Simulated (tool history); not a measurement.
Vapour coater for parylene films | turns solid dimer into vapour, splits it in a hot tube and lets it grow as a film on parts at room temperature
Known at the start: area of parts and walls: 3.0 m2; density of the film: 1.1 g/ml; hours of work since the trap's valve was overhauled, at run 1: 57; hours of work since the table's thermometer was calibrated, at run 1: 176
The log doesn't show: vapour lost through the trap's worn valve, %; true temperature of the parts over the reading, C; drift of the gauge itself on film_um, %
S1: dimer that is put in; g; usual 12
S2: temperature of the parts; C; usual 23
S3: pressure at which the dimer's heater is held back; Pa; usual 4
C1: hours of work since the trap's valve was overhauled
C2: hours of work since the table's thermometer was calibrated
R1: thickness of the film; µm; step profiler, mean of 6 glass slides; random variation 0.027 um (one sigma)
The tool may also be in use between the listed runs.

| run | hour | S1 | S2 | S3 | C1 | C2 | R1 |
|---|---|---|---|---|---|---|---|
| 1 | 0 | 12 | 23 | 4 | 57 | 176 | 2.26 |
| 2 | 10.3 | 12 | 23 | 4 | 62 | 182 | 2.28 |
| 3 | 18 | 12 | 23 | 2.21 | 67 | 186 | 2.54 |
| 4 | 26.9 | 12 | 23 | 4 | 72 | 191 | 2.2 |
| 5 | 33.1 | 12 | 23 | 4 | 75 | 195 | 2.22 |
| 6 | 42.3 | 12 | 23 | 9.66 | 80 | 200 | 1.85 |
| 7 | 57.1 | 12 | 18 | 4 | 89 | 208 | 2.66 |
| 8 | 64.2 | 12 | 18 | 4 | 93 | 212 | 2.65 |
| 9 | 76.2 | 12 | 18 | 4 | 99 | 219 | 2.66 |
| 10 | 90.2 | 12 | 18 | 4 | 107 | 227 | 2.58 |
| 11 | 101.6 | 12 | 18 | 4 | 113 | 233 | 2.59 |
| 12 | 116 | 12 | 18 | 4 | 121 | 241 | 2.59 |
| 13 | 122.8 | 12 | 18 | 4 | 125 | 245 | 2.59 |
| 14 | 136.2 | 12 | 22 | 4 | 133 | 252 | 2.26 |
| 15 | 146.1 | 12 | 22 | 4.72 | 138 | 258 | 2.11 |
| 16 | 160.8 | 12 | 22 | 4.72 | 146 | 266 | 2.17 |
|  | 165.8 | trap's valve overhauled |
| 17 | 171.4 | 12 | 22 | 4.72 | 3 | 270 | 2.02 |
| 18 | 184.2 | 12 | 23 | 4 | 10 | 277 | 2.02 |
| 19 | 190.3 | 12 | 23 | 4 | 14 | 280 | 2.01 |
| 20 | 204 | 12 | 23 | 4 | 21 | 288 | 1.94 |
| 21 | 211.4 | 12 | 23 | 5.86 | 25 | 292 | 1.76 |
|  | 220.7 | trap's valve overhauled, once more |
| 22 | 222.7 | 12 | 22 | 4 | 1 | 296 | 2.42 |
| 23 | 234.8 | 9 | 18 | 7.99 | 8 | 303 | 1.82 |
| 24 | 247.1 | 9 | 18 | 3.39 | 15 | 309 | 2.21 |
| 25 | 256.8 | 9 | 18 | 3.39 | 20 | 315 | 2.17 |
| 26 | 266.4 | 7 | 26 | 6.38 | 25 | 320 | 1.11 |
| 27 | 275.1 | 7 | 30 | 4 | 30 | 325 | 1.03 |
| 28 | 283.7 | 6 | 17 | 4 | 35 | 330 | 1.42 |
| 29 | 295.6 | 6 | 17 | 4 | 42 | 337 | 1.41 |
| 30 | 310.5 | 10 | 23 | 3.83 | 50 | 345 | 1.93 |
| 31 | 316.9 | 10 | 23 | 3.83 | 54 | 348 | 1.92 |
| 32 | 324.1 | 10 | 23 | 6.9 | 58 | 352 | 1.69 |
| 33 | 332.6 | 18 | 19 | 8.73 | 62 | 357 | 3.35 |
| 34 | 346.7 | 19 | 29 | 8.73 | 70 | 365 | 2.43 |
| 35 | 353.6 | 11 | 18 | 2.43 | 74 | 369 | 2.72 |
| 36 | 361.2 | 11 | 18 | 2.43 | 78 | 373 | 2.75 |
| 37 | 370.1 | 11 | 18 | 2.43 | 83 | 378 | 2.73 |
| 38 | 381.8 | 11 | 23 | 7.46 | 90 | 384 | 1.81 |
| 39 | 396.3 | 11 | 23 | 7.46 | 98 | 393 | 1.77 |
| 40 | 403.9 | 16 | 32 | 2.12 | 102 | 397 | 2.44 |
| 41 | 416.1 | 12 | 19 | 2.12 | 109 | 404 | 2.97 |
| 42 | 424.1 | 17 | 31 | 4 | 113 | 408 | 2.33 |

Hidden state or all else? Some run-to-run changes of R1, split into what the settings, what came in and random variation would give without the hidden state, and what is left for the hidden state (with any gauge scatter that isn't in both results):
Run 16 -> 17: trap's valve overhauled. R1 -0.15 µm: hidden state -0.15, all else +0.
Run 21 -> 22: S2 23 -> 22, S3 5.86 -> 4, trap's valve overhauled, once more. R1 +0.66 µm: hidden state +0.36, all else +0.3.
Run 25 -> 26: S1 9 -> 7, S2 18 -> 26, S3 3.39 -> 6.38. R1 -1.06 µm: hidden state +0.01, all else -1.07.
Run 32 -> 33: S1 10 -> 18, S2 23 -> 19, S3 6.9 -> 8.73. R1 +1.66 µm: hidden state -0.07, all else +1.73.
Run 33 -> 34: S1 18 -> 19, S2 19 -> 29. R1 -0.92 µm: hidden state +0.02, all else -0.94.
